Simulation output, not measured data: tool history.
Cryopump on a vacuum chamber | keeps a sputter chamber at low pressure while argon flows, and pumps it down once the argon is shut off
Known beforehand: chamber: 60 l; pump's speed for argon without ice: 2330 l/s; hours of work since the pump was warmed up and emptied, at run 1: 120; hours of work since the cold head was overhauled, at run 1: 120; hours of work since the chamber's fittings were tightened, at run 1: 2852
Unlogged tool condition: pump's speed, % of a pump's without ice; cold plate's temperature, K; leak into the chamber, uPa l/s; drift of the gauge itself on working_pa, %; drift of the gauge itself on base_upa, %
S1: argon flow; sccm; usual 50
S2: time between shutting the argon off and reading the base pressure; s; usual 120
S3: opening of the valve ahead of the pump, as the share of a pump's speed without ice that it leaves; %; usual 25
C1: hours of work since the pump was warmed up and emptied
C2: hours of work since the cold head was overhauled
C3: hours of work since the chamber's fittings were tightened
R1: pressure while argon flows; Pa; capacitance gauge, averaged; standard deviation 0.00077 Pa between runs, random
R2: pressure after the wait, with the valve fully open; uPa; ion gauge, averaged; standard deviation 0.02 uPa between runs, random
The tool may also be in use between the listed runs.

Run 1, hour 0: usual settings; C1 120; C2 120; C3 2852. Result: R1 0.1467 Pa, R2 1.51 uPa.
Run 2, hour 19.4: usual settings; C1 129; C2 129; C3 2860. Result: R1 0.1469 Pa, R2 1.5 uPa.
Run 3, hour 63.8: usual settings; C1 148; C2 148; C3 2880. Result: R1 0.147 Pa, R2 1.57 uPa.
Run 4, hour 107: usual settings but S2 24 s; C1 167; C2 167; C3 2898. Result: R1 0.1478 Pa, R2 2.26 uPa.
Run 5, hour 141.9: usual settings but S2 24 s; C1 182; C2 182; C3 2914. Result: R1 0.1487 Pa, R2 2.22 uPa.
Run 6, hour 160.7: usual settings but S2 24 s; C1 190; C2 190; C3 2922. Result: R1 0.1489 Pa, R2 2.29 uPa.
Run 7, hour 198: usual settings but S2 88 s; C1 206; C2 206; C3 2938. Result: R1 0.1475 Pa, R2 1.61 uPa.
Run 8, hour 225.3: usual settings but S1 49 sccm, S2 152 s, S3 30 %; C1 218; C2 218; C3 2950. Result: R1 0.1211 Pa, R2 1.6 uPa.
Run 9, hour 249.5: usual settings but S1 49 sccm, S2 152 s, S3 30 %; C1 229; C2 229; C3 2960. Result: R1 0.1212 Pa, R2 1.58 uPa.
Run 10, hour 273.8: usual settings but S2 96 s; C1 239; C2 239; C3 2971. Result: R1 0.1485 Pa, R2 1.74 uPa.

The next listed run, before its measurement:
Run 11, hour 296.8: usual settings but S2 150 s, S3 26 %; C1 249; C2 249; C3 2981. Result: R1 ?, R2 ?.

{"run 11": {"R1": 0.1423, "R2": 1.59}}
With the hidden condition absent and the run-to-run variation left alone, this run would have shown R1 0.1387 Pa, R2 0.25 uPa.

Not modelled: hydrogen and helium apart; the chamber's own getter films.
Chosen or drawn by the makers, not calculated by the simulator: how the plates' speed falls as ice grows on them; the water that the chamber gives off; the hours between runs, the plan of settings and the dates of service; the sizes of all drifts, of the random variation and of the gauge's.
